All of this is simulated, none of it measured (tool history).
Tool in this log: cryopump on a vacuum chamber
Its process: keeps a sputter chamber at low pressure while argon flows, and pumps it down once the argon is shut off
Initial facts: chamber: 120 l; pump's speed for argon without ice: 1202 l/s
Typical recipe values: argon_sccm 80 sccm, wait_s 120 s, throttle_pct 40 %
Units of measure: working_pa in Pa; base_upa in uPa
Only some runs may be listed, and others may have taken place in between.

{"run": 1, "hour": 0.0, "argon_sccm": 80, "wait_s": 120, "throttle_pct": 40, "working_pa": 0.2933, "base_upa": 2.65}
{"run": 2, "hour": 22.3, "argon_sccm": 80, "wait_s": 120, "throttle_pct": 40, "working_pa": 0.2936, "base_upa": 2.57}
{"run": 3, "hour": 48.3, "argon_sccm": 80, "wait_s": 120, "throttle_pct": 40, "working_pa": 0.294, "base_upa": 2.62}
{"run": 4, "hour": 68.9, "argon_sccm": 80, "wait_s": 154, "throttle_pct": 40, "working_pa": 0.2964, "base_upa": 2.46}
{"run": 5, "hour": 93.2, "argon_sccm": 80, "wait_s": 154, "throttle_pct": 40, "working_pa": 0.2942, "base_upa": 2.4}
{"run": 6, "hour": 125.0, "argon_sccm": 80, "wait_s": 47, "throttle_pct": 40, "working_pa": 0.2961, "base_upa": 4.16}
{"run": 7, "hour": 150.9, "argon_sccm": 80, "wait_s": 120, "throttle_pct": 40, "working_pa": 0.2976, "base_upa": 2.72}
{"run": 8, "hour": 169.3, "argon_sccm": 80, "wait_s": 120, "throttle_pct": 40, "working_pa": 0.293, "base_upa": 2.74}
{"run": 9, "hour": 188.0, "argon_sccm": 80, "wait_s": 120, "throttle_pct": 40, "working_pa": 0.2969, "base_upa": 2.73}
{"run": 10, "hour": 224.0, "argon_sccm": 80, "wait_s": 120, "throttle_pct": 40, "working_pa": 0.299, "base_upa": 2.7}
{"run": 11, "hour": 250.1, "argon_sccm": 80, "wait_s": 278, "throttle_pct": 40, "working_pa": 0.297, "base_upa": 2.28}
{"run": 12, "hour": 267.2, "argon_sccm": 80, "wait_s": 278, "throttle_pct": 37, "working_pa": 0.3213, "base_upa": 2.35}
{"run": 13, "hour": 284.2, "argon_sccm": 80, "wait_s": 120, "throttle_pct": 36, "working_pa": 0.33, "base_upa": 2.84}
{"run": 14, "hour": 309.9, "argon_sccm": 80, "wait_s": 120, "throttle_pct": 24, "working_pa": 0.488, "base_upa": 2.93}
{"run": 15, "hour": 339.1, "argon_sccm": 80, "wait_s": 95, "throttle_pct": 40, "working_pa": 0.3004, "base_upa": 3.06}
{"run": 16, "hour": 359.2, "argon_sccm": 80, "wait_s": 101, "throttle_pct": 40, "working_pa": 0.3019, "base_upa": 3.03}
{"run": 17, "hour": 392.1, "argon_sccm": 80, "wait_s": 101, "throttle_pct": 40, "working_pa": 0.3022, "base_upa": 3.18}
{"run": 18, "hour": 428.5, "argon_sccm": 80, "wait_s": 103, "throttle_pct": 40, "working_pa": 0.303, "base_upa": 3.07}
{"run": 19, "hour": 460.4, "argon_sccm": 77, "wait_s": 214, "throttle_pct": 51, "working_pa": 0.2341, "base_upa": 2.55}
{"run": 20, "hour": 478.2, "argon_sccm": 77, "wait_s": 214, "throttle_pct": 51, "working_pa": 0.2336, "base_upa": 2.66}
{"run": 21, "hour": 502.5, "argon_sccm": 77, "wait_s": 214, "throttle_pct": 51, "working_pa": 0.2344, "base_upa": 2.63}
{"run": 22, "hour": 533.0, "argon_sccm": 77, "wait_s": 214, "throttle_pct": 51, "working_pa": 0.2337, "base_upa": 2.62}
{"run": 23, "hour": 551.5, "argon_sccm": 41, "wait_s": 75, "throttle_pct": 59, "working_pa": 0.1099, "base_upa": 3.56}
{"run": 24, "hour": 569.6, "argon_sccm": 41, "wait_s": 75, "throttle_pct": 25, "working_pa": 0.2443, "base_upa": 3.55}
{"run": 25, "hour": 606.9, "argon_sccm": 38, "wait_s": 43, "throttle_pct": 18, "working_pa": 0.3086, "base_upa": 4.49}
{"run": 26, "hour": 626.4, "argon_sccm": 38, "wait_s": 43, "throttle_pct": 18, "working_pa": 0.3094, "base_upa": 4.81}
{"run": 27, "hour": 655.0, "argon_sccm": 38, "wait_s": 267, "throttle_pct": 52, "working_pa": 0.1158, "base_upa": 2.52}
{"run": 28, "hour": 685.4, "argon_sccm": 96, "wait_s": 267, "throttle_pct": 25, "working_pa": 0.5721, "base_upa": 2.65}
{"run": 29, "hour": 712.4, "argon_sccm": 80, "wait_s": 120, "throttle_pct": 29, "working_pa": 0.4158, "base_upa": 3.17}
{"run": 30, "hour": 728.6, "argon_sccm": 34, "wait_s": 43, "throttle_pct": 44, "working_pa": 0.1201, "base_upa": 4.75}
{"run": 31, "hour": 759.7, "argon_sccm": 34, "wait_s": 43, "throttle_pct": 44, "working_pa": 0.1189, "base_upa": 4.7}
{"run": 32, "hour": 780.3, "argon_sccm": 90, "wait_s": 41, "throttle_pct": 44, "working_pa": 0.3195, "base_upa": 4.87}
{"run": 33, "hour": 803.4, "argon_sccm": 77, "wait_s": 46, "throttle_pct": 28, "working_pa": 0.4164, "base_upa": 4.71}
{"run": 34, "hour": 834.8, "argon_sccm": 77, "wait_s": 46, "throttle_pct": 28, "working_pa": 0.4164, "base_upa": 4.64}
{"run": 35, "hour": 863.4, "argon_sccm": 75, "wait_s": 46, "throttle_pct": 22, "working_pa": 0.5064, "base_upa": 4.59}

Some steps in working_pa, run to run, broken into two amounts with sign: the step expected even without the hidden condition (settings, incoming material, random variation), and the rest, left for the hidden condition together with whatever gauge scatter is not in both the measured and the hidden-condition-free result:
The hidden state here: pump's speed, % of a pump's without ice; cold plate's temperature, K; leak into the chamber, uPa l/s; drift of the gauge itself on working_pa, %; drift of the gauge itself on base_upa, %.
Run 27 -> 28: argon_sccm 38 -> 96, throttle_pct 52 -> 25. working_pa +0.4563 Pa: hidden state +0.0196, all else +0.4367.
Run 29 -> 30: argon_sccm 80 -> 34, wait_s 120 -> 43, throttle_pct 29 -> 44. working_pa -0.2957 Pa: hidden state -0.0154, all else -0.2803.
Run 31 -> 32: argon_sccm 34 -> 90, wait_s 43 -> 41. working_pa +0.2006 Pa: hidden state +0.0203, all else +0.1803.
